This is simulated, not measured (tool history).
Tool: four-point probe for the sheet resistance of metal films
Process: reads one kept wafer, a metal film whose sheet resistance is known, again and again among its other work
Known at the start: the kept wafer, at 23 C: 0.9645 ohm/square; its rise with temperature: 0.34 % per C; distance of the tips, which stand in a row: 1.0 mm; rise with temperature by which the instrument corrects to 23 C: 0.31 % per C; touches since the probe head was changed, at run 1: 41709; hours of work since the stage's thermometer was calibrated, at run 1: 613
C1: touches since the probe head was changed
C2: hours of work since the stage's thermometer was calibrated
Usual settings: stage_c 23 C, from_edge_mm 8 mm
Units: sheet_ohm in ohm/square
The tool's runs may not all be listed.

run 1 hour=0.0 | stage_c=23 from_edge_mm=8 | C1=41709 C2=613 | sheet_ohm=0.972545
run 2 hour=39.4 | stage_c=23 from_edge_mm=8 | C1=43560 C2=640 | sheet_ohm=0.972485
run 3 hour=85.7 | stage_c=24 from_edge_mm=8 | C1=45740 C2=672 | sheet_ohm=0.972723
run 4 hour=135.5 | stage_c=26 from_edge_mm=8 | C1=48081 C2=706 | sheet_ohm=0.973453
run 5 hour=176.8 | stage_c=26 from_edge_mm=8 | C1=50019 C2=735 | sheet_ohm=0.973212
run 6 hour=227.2 | stage_c=26 from_edge_mm=8 | C1=52391 C2=770 | sheet_ohm=0.972835
run 7 hour=260.3 | stage_c=26 from_edge_mm=8 | C1=53945 C2=792 | sheet_ohm=0.972900
run 8 hour=303.5 | stage_c=20 from_edge_mm=65 | C1=55977 C2=822 | sheet_ohm=0.963000
-- hour=309.8 stage's thermometer calibrated
run 9 hour=335.8 | stage_c=20 from_edge_mm=71 | C1=57474 C2=18 | sheet_ohm=0.962799
run 10 hour=379.0 | stage_c=24 from_edge_mm=7 | C1=59502 C2=48 | sheet_ohm=0.974385
run 11 hour=418.6 | stage_c=29 from_edge_mm=60 | C1=61364 C2=75 | sheet_ohm=0.964949
run 12 hour=446.2 | stage_c=29 from_edge_mm=60 | C1=62664 C2=94 | sheet_ohm=0.965308
-- hour=484.9 stage's thermometer calibrated, once more
run 13 hour=503.5 | stage_c=29 from_edge_mm=60 | C1=65333 C2=13 | sheet_ohm=0.965896
run 14 hour=564.8 | stage_c=29 from_edge_mm=60 | C1=68214 C2=55 | sheet_ohm=0.966179

5 ways to go on from here, each from the tool as it stands after run 14. What would each give?
run A hour=605.2 | stage_c=28 from_edge_mm=41 | C1=70115 C2=83 | sheet_ohm=?
run B hour=605.2 | stage_c=26 from_edge_mm=23 | C1=70115 C2=83 | sheet_ohm=?
run C hour=605.2 | stage_c=29 from_edge_mm=5 | C1=70115 C2=83 | sheet_ohm=?
run D hour=605.2 | stage_c=23 from_edge_mm=8 | C1=70115 C2=83 | sheet_ohm=?
run E hour=605.2 | stage_c=19 from_edge_mm=53 | C1=70115 C2=83 | sheet_ohm=?

run=A sheet_ohm=0.965754
run=B sheet_ohm=0.965807
run=C sheet_ohm=0.985898
run=D sheet_ohm=0.971950
run=E sheet_ohm=0.962630
Without the tool's hidden state the same runs would have given:
run=A sheet_ohm=0.966503
run=B sheet_ohm=0.966558
run=C sheet_ohm=0.986661
run=D sheet_ohm=0.972709
run=E sheet_ohm=0.963386

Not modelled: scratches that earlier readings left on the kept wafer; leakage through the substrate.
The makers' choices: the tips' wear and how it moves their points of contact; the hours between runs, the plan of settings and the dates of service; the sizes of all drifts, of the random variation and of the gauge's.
